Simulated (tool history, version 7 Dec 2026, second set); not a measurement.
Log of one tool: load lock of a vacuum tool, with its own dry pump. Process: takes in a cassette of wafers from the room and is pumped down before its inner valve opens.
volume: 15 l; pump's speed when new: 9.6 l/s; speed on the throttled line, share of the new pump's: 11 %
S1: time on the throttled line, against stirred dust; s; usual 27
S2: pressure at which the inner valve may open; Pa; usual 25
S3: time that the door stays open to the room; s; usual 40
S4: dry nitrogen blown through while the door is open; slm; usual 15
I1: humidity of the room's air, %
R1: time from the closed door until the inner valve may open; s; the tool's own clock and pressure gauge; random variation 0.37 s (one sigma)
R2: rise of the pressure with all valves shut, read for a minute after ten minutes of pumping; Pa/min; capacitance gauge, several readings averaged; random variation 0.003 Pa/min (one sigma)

{"run": 1, "hour": 0.0, "S1": 27, "S2": 25, "S3": 40, "S4": 15, "I1": 47, "R1": 37.5, "R2": 0.055}
{"run": 2, "hour": 446.4, "S1": 21, "S2": 25, "S3": 40, "S4": 15, "I1": 46.8, "R1": 32.2, "R2": 0.056}
{"run": 3, "hour": 1023.8, "S1": 21, "S2": 25, "S3": 40, "S4": 15, "I1": 44.3, "R1": 32.5, "R2": 0.058}
{"run": 4, "hour": 1695.1, "S1": 21, "S2": 25, "S3": 40, "S4": 15, "I1": 43, "R1": 32.6, "R2": 0.065}
{"run": 5, "hour": 2116.7, "S1": 21, "S2": 22, "S3": 40, "S4": 15, "I1": 43.5, "R1": 33, "R2": 0.064}
{"run": 6, "hour": 2602.0, "S1": 27, "S2": 25, "S3": 40, "S4": 15, "I1": 47.4, "R1": 38.6, "R2": 0.072}
{"run": 7, "hour": 2909.7, "S1": 27, "S2": 25, "S3": 40, "S4": 15, "I1": 44.8, "R1": 37.9, "R2": 0.08}
{"run": 8, "hour": 3595.6, "S1": 27, "S2": 25, "S3": 43, "S4": 15, "I1": 48.2, "R1": 38.5, "R2": 0.08}
{"run": 9, "hour": 3992.7, "S1": 27, "S2": 25, "S3": 40, "S4": 9, "I1": 45.2, "R1": 38.7, "R2": 0.092}
{"run": 10, "hour": 4660.7, "S1": 27, "S2": 25, "S3": 40, "S4": 9, "I1": 46, "R1": 38.4, "R2": 0.096}
{"run": 11, "hour": 5381.8, "S1": 27, "S2": 40, "S3": 40, "S4": 15, "I1": 47, "R1": 37.3, "R2": 0.096}
{"run": 12, "hour": 5780.5, "S1": 27, "S2": 40, "S3": 40, "S4": 15, "I1": 44.4, "R1": 38.3, "R2": 0.094}
{"run": 13, "hour": 6228.5, "S1": 27, "S2": 45, "S3": 40, "S4": 18, "I1": 44.7, "R1": 37.7, "R2": 0.093}
{"run": 14, "hour": 6765.6, "S1": 27, "S2": 45, "S3": 40, "S4": 18, "I1": 47.6, "R1": 37.2, "R2": 0.104}
{"run": 15, "hour": 7412.7, "S1": 23, "S2": 44, "S3": 26, "S4": 6, "I1": 48.5, "R1": 33.9, "R2": 0.119}

The next listed run, before its measurement:
{"run": 16, "hour": 7887.4, "S1": 23, "S2": 25, "S3": 149, "S4": 15, "I1": 44, "R1": "?", "R2": "?"}

{"run 16": {"R1": 35.5, "R2": 0.17}}
Without the tool's hidden state the same run would have given R1 33.1 s, R2 0.098 Pa/min.

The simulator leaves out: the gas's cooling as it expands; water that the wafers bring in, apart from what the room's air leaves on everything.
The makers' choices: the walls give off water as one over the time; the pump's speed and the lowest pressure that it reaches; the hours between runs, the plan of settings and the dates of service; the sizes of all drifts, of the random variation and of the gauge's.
